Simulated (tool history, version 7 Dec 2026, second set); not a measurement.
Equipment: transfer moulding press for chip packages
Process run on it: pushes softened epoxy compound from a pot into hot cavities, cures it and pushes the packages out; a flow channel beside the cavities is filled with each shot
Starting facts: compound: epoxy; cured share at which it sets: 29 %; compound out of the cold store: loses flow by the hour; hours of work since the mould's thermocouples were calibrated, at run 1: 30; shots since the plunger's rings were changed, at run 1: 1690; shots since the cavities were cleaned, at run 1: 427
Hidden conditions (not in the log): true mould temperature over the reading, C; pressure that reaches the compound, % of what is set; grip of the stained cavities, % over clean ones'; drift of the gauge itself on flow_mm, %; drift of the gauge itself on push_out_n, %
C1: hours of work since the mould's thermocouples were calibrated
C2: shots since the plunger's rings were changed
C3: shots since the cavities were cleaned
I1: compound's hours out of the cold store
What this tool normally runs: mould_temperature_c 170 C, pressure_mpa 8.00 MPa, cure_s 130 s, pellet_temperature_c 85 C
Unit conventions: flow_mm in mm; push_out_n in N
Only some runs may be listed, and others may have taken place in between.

run 1 hour=0.0 | mould_temperature_c=170 pressure_mpa=8.00 cure_s=130 pellet_temperature_c=85 | C1=30 C2=1690 C3=427 | I1=39.5 | flow_mm=480 push_out_n=749
-- hour=9.0 cavities cleaned with cleaning compound and waxed
-- hour=61.0 cavities cleaned with cleaning compound and waxed
run 2 hour=61.0 | mould_temperature_c=170 pressure_mpa=8.00 cure_s=130 pellet_temperature_c=85 | C1=68 C2=2221 C3=0 | I1=43.7 | flow_mm=467 push_out_n=468
-- hour=116.2 cavities cleaned with cleaning compound and waxed
run 3 hour=122.7 | mould_temperature_c=170 pressure_mpa=8.00 cure_s=130 pellet_temperature_c=85 | C1=108 C2=2771 C3=60 | I1=14.2 | flow_mm=533 push_out_n=526
run 4 hour=154.7 | mould_temperature_c=170 pressure_mpa=8.00 cure_s=130 pellet_temperature_c=85 | C1=129 C2=3063 C3=352 | I1=15.4 | flow_mm=526 push_out_n=698
-- hour=170.1 cavities cleaned with cleaning compound and waxed
run 5 hour=215.5 | mould_temperature_c=170 pressure_mpa=8.00 cure_s=130 pellet_temperature_c=85 | C1=167 C2=3605 C3=415 | I1=40.2 | flow_mm=472 push_out_n=748
-- hour=226.2 cavities cleaned with cleaning compound and waxed
run 6 hour=247.7 | mould_temperature_c=170 pressure_mpa=8.00 cure_s=130 pellet_temperature_c=85 | C1=187 C2=3885 C3=196 | I1=46.7 | flow_mm=452 push_out_n=626
-- hour=265.1 plunger's sealing rings changed
-- hour=285.9 cavities cleaned with cleaning compound and waxed
run 7 hour=316.3 | mould_temperature_c=170 pressure_mpa=8.00 cure_s=116 pellet_temperature_c=85 | C1=229 C2=454 C3=278 | I1=29.0 | flow_mm=516 push_out_n=766
-- hour=338.5 cavities cleaned with cleaning compound and waxed
run 8 hour=369.4 | mould_temperature_c=170 pressure_mpa=8.00 cure_s=116 pellet_temperature_c=85 | C1=263 C2=925 C3=282 | I1=21.7 | flow_mm=529 push_out_n=766
-- hour=393.0 cavities cleaned with cleaning compound and waxed
run 9 hour=428.5 | mould_temperature_c=170 pressure_mpa=8.00 cure_s=116 pellet_temperature_c=85 | C1=301 C2=1452 C3=325 | I1=36.9 | flow_mm=491 push_out_n=773
-- hour=449.2 cavities cleaned with cleaning compound and waxed
run 10 hour=493.1 | mould_temperature_c=170 pressure_mpa=7.14 cure_s=124 pellet_temperature_c=80 | C1=342 C2=2029 C3=402 | I1=18.9 | flow_mm=499 push_out_n=787
-- hour=504.4 cavities cleaned with cleaning compound and waxed
-- hour=557.8 cavities cleaned with cleaning compound and waxed
run 11 hour=557.8 | mould_temperature_c=170 pressure_mpa=7.14 cure_s=124 pellet_temperature_c=80 | C1=382 C2=2592 C3=0 | I1=25.3 | flow_mm=484 push_out_n=504
run 12 hour=600.7 | mould_temperature_c=170 pressure_mpa=7.20 cure_s=124 pellet_temperature_c=80 | C1=410 C2=2985 C3=393 | I1=14.7 | flow_mm=507 push_out_n=780

Predict each of these 5 candidate next runs independently; none follows another, all start after run 12:
-- hour=611.9 cavities cleaned with cleaning compound and waxed
-- hour=617.3 mould's thermocouples calibrated
run A hour=647.8 | mould_temperature_c=163 pressure_mpa=7.20 cure_s=137 pellet_temperature_c=80 | C1=20 C2=3383 C3=310 | I1=45.0 | flow_mm=? push_out_n=?
-- hour=611.9 cavities cleaned with cleaning compound and waxed
-- hour=617.3 mould's thermocouples calibrated
run B hour=647.8 | mould_temperature_c=173 pressure_mpa=8.00 cure_s=147 pellet_temperature_c=83 | C1=20 C2=3383 C3=310 | I1=13.1 | flow_mm=? push_out_n=?
-- hour=611.9 cavities cleaned with cleaning compound and waxed
-- hour=617.3 mould's thermocouples calibrated
run C hour=647.8 | mould_temperature_c=174 pressure_mpa=7.20 cure_s=165 pellet_temperature_c=80 | C1=20 C2=3383 C3=310 | I1=23.9 | flow_mm=? push_out_n=?
-- hour=611.9 cavities cleaned with cleaning compound and waxed
-- hour=617.3 mould's thermocouples calibrated
run D hour=647.8 | mould_temperature_c=170 pressure_mpa=8.00 cure_s=139 pellet_temperature_c=77 | C1=20 C2=3383 C3=310 | I1=30.4 | flow_mm=? push_out_n=?
-- hour=611.9 cavities cleaned with cleaning compound and waxed
-- hour=617.3 mould's thermocouples calibrated
run E hour=647.8 | mould_temperature_c=170 pressure_mpa=7.20 cure_s=132 pellet_temperature_c=83 | C1=20 C2=3383 C3=310 | I1=33.0 | flow_mm=? push_out_n=?

run=A flow_mm=461 push_out_n=873
run=B flow_mm=522 push_out_n=666
run=C flow_mm=468 push_out_n=668
run=D flow_mm=493 push_out_n=671
run=E flow_mm=460 push_out_n=683
The same runs, with their run-to-run variation unchanged, on a tool lacking any hidden condition would have given:
run=A flow_mm=481 push_out_n=578
run=B flow_mm=545 push_out_n=447
run=C flow_mm=489 push_out_n=449
run=D flow_mm=514 push_out_n=448
run=E flow_mm=480 push_out_n=456

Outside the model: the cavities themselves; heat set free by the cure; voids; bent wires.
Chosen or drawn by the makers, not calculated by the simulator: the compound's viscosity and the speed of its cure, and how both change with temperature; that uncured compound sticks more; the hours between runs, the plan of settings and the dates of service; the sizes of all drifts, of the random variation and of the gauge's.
